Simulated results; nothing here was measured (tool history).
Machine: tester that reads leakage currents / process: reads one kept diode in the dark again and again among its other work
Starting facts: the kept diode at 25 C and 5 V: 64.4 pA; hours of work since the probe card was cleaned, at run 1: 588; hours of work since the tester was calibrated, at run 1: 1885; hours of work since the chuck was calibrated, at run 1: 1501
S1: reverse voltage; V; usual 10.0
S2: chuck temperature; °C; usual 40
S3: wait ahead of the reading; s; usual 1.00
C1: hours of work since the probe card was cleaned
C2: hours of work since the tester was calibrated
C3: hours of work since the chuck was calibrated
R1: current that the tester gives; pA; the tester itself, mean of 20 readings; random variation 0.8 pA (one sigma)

run 1 hour=0.0 | S1=10.0 S2=40 S3=1.00 | C1=588 C2=1885 C3=1501 | R1=266.76
run 2 hour=116.2 | S1=10.0 S2=40 S3=1.00 | C1=665 C2=1963 C3=1579 | R1=267.04
run 3 hour=183.0 | S1=10.0 S2=40 S3=1.00 | C1=710 C2=2007 C3=1623 | R1=266.22
-- hour=206.2 chuck's temperature calibrated
run 4 hour=248.9 | S1=10.0 S2=40 S3=1.00 | C1=753 C2=2050 C3=29 | R1=267.29
run 5 hour=319.8 | S1=10.0 S2=40 S3=1.00 | C1=800 C2=2097 C3=76 | R1=265.29
run 6 hour=387.7 | S1=10.0 S2=40 S3=1.00 | C1=845 C2=2143 C3=121 | R1=267.14
run 7 hour=467.8 | S1=10.0 S2=40 S3=1.00 | C1=899 C2=2196 C3=175 | R1=267.36
run 8 hour=591.4 | S1=10.0 S2=40 S3=1.00 | C1=981 C2=2279 C3=257 | R1=266.45
run 9 hour=688.7 | S1=10.0 S2=40 S3=6.55 | C1=1046 C2=2344 C3=322 | R1=266.47
run 10 hour=817.9 | S1=10.0 S2=40 S3=6.55 | C1=1133 C2=2430 C3=408 | R1=267.02
run 11 hour=913.5 | S1=10.0 S2=40 S3=6.55 | C1=1196 C2=2494 C3=472 | R1=266.31
run 12 hour=974.9 | S1=11.9 S2=40 S3=1.00 | C1=1237 C2=2535 C3=513 | R1=282.86
run 13 hour=1037.4 | S1=11.9 S2=40 S3=1.00 | C1=1279 C2=2577 C3=555 | R1=284.14
run 14 hour=1102.6 | S1=4.1 S2=40 S3=1.00 | C1=1323 C2=2620 C3=599 | R1=196.76
run 15 hour=1237.0 | S1=10.0 S2=48 S3=1.00 | C1=1412 C2=2710 C3=688 | R1=477.50
-- hour=1347.5 probe card cleaned and baked
run 16 hour=1347.5 | S1=10.0 S2=48 S3=1.00 | C1=0 C2=2782 C3=760 | R1=479.24
run 17 hour=1428.5 | S1=10.0 S2=48 S3=1.00 | C1=54 C2=2836 C3=814 | R1=479.69
run 18 hour=1514.6 | S1=10.0 S2=48 S3=1.00 | C1=112 C2=2893 C3=872 | R1=477.37
run 19 hour=1635.8 | S1=10.0 S2=40 S3=1.00 | C1=192 C2=2974 C3=952 | R1=267.02
run 20 hour=1774.3 | S1=10.0 S2=40 S3=1.00 | C1=285 C2=3067 C3=1045 | R1=265.58
run 21 hour=1910.0 | S1=10.0 S2=40 S3=1.00 | C1=376 C2=3157 C3=1136 | R1=267.55
run 22 hour=2025.6 | S1=4.2 S2=47 S3=1.00 | C1=453 C2=3234 C3=1213 | R1=331.34
run 23 hour=2157.1 | S1=10.0 S2=39 S3=0.34 | C1=541 C2=3322 C3=1301 | R1=248.72
run 24 hour=2287.2 | S1=10.0 S2=39 S3=0.34 | C1=627 C2=3409 C3=1387 | R1=248.99
run 25 hour=2382.6 | S1=1.3 S2=40 S3=4.33 | C1=691 C2=3473 C3=1451 | R1=131.69
run 26 hour=2497.3 | S1=9.7 S2=40 S3=4.33 | C1=768 C2=3549 C3=1528 | R1=263.47
run 27 hour=2586.6 | S1=9.7 S2=40 S3=4.33 | C1=827 C2=3609 C3=1587 | R1=262.61
-- hour=2656.7 chuck's temperature calibrated
run 28 hour=2724.0 | S1=10.0 S2=20 S3=1.00 | C1=918 C2=3699 C3=45 | R1=54.40

Forecast run 29:
run 29 hour=2785.9 | S1=4.1 S2=39 S3=3.75 | C1=959 C2=3741 C3=86 | R1=?

{"run 29": {"R1": 182.45}}
Were there no unlogged condition in the tool, this run, its random variation unchanged, would have produced R1 182.40 pA.
